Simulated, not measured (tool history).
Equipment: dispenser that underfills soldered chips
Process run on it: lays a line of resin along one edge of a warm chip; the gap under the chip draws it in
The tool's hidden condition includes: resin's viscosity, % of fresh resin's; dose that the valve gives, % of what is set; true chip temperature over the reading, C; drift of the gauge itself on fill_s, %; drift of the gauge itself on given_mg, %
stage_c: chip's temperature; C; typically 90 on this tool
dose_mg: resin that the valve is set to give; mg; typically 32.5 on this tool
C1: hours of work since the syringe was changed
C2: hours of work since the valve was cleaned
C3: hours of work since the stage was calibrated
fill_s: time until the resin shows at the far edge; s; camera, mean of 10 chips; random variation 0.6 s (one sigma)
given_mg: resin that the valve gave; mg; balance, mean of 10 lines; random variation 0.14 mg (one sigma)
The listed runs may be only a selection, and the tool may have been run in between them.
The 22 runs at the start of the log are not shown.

{"day": 3.6, "done": "new syringe of resin"}
{"run": 23, "day": 3.654, "stage_c": 82, "dose_mg": 39.7, "C1": 1, "C2": 68, "C3": 128, "fill_s": 79.1, "given_mg": 37.51}
{"run": 24, "day": 3.838, "stage_c": 82, "dose_mg": 39.7, "C1": 4, "C2": 71, "C3": 131, "fill_s": 92.6, "given_mg": 37.32}
{"day": 3.996, "done": "new syringe of resin"}
{"run": 25, "day": 4.071, "stage_c": 77, "dose_mg": 33.9, "C1": 1, "C2": 75, "C3": 135, "fill_s": 102.3, "given_mg": 31.61}
{"run": 26, "day": 4.292, "stage_c": 77, "dose_mg": 33.9, "C1": 5, "C2": 79, "C3": 139, "fill_s": 129.3, "given_mg": 31.62}
{"day": 4.408, "done": "new syringe of resin"}
{"run": 27, "day": 4.479, "stage_c": 84, "dose_mg": 40.3, "C1": 1, "C2": 83, "C3": 143, "fill_s": 70.9, "given_mg": 37.54}
{"run": 28, "day": 4.696, "stage_c": 96, "dose_mg": 37.2, "C1": 5, "C2": 87, "C3": 146, "fill_s": 50.6, "given_mg": 34.59}
{"day": 4.825, "done": "new syringe of resin"}
{"run": 29, "day": 4.929, "stage_c": 103, "dose_mg": 39.4, "C1": 2, "C2": 91, "C3": 151, "fill_s": 31.6, "given_mg": 36.63}
{"run": 30, "day": 5.138, "stage_c": 90, "dose_mg": 30.5, "C1": 6, "C2": 95, "C3": 154, "fill_s": 73.8, "given_mg": 28.1}
{"day": 5.225, "done": "new syringe of resin"}
{"run": 31, "day": 5.258, "stage_c": 95, "dose_mg": 29.0, "C1": 1, "C2": 97, "C3": 157, "fill_s": 44.3, "given_mg": 26.77}
{"run": 32, "day": 5.417, "stage_c": 82, "dose_mg": 28.3, "C1": 4, "C2": 100, "C3": 159, "fill_s": 95.7, "given_mg": 26.06}
{"day": 5.629, "done": "new syringe of resin"}
{"run": 33, "day": 5.646, "stage_c": 98, "dose_mg": 28.3, "C1": 0, "C2": 104, "C3": 164, "fill_s": 37.6, "given_mg": 26.02}
{"run": 34, "day": 5.771, "stage_c": 98, "dose_mg": 28.3, "C1": 3, "C2": 106, "C3": 166, "fill_s": 42.5, "given_mg": 26.25}
{"run": 35, "day": 5.875, "stage_c": 78, "dose_mg": 41.5, "C1": 5, "C2": 108, "C3": 168, "fill_s": 111.6, "given_mg": 37.66}
{"day": 6.029, "done": "new syringe of resin"}
{"run": 36, "day": 6.038, "stage_c": 102, "dose_mg": 33.2, "C1": 0, "C2": 111, "C3": 171, "fill_s": 30.9, "given_mg": 30.24}

Predict each of these 3 candidate next runs independently; none follows another, all start after run 36:
{"run": "A", "day": 6.2, "stage_c": 102, "dose_mg": 34.9, "C1": 3, "C2": 114, "C3": 174, "fill_s": "?", "given_mg": "?"}
{"run": "B", "day": 6.2, "stage_c": 96, "dose_mg": 41.7, "C1": 3, "C2": 114, "C3": 174, "fill_s": "?", "given_mg": "?"}
{"run": "C", "day": 6.2, "stage_c": 81, "dose_mg": 32.5, "C1": 3, "C2": 114, "C3": 174, "fill_s": "?", "given_mg": "?"}

run=A fill_s=34.9 given_mg=31.69
run=B fill_s=44.3 given_mg=37.83
run=C fill_s=95.6 given_mg=29.28
Without the tool's hidden state the same runs would have given:
run=A fill_s=29.9 given_mg=34.90
run=B fill_s=38.4 given_mg=41.67
run=C fill_s=81.8 given_mg=32.25
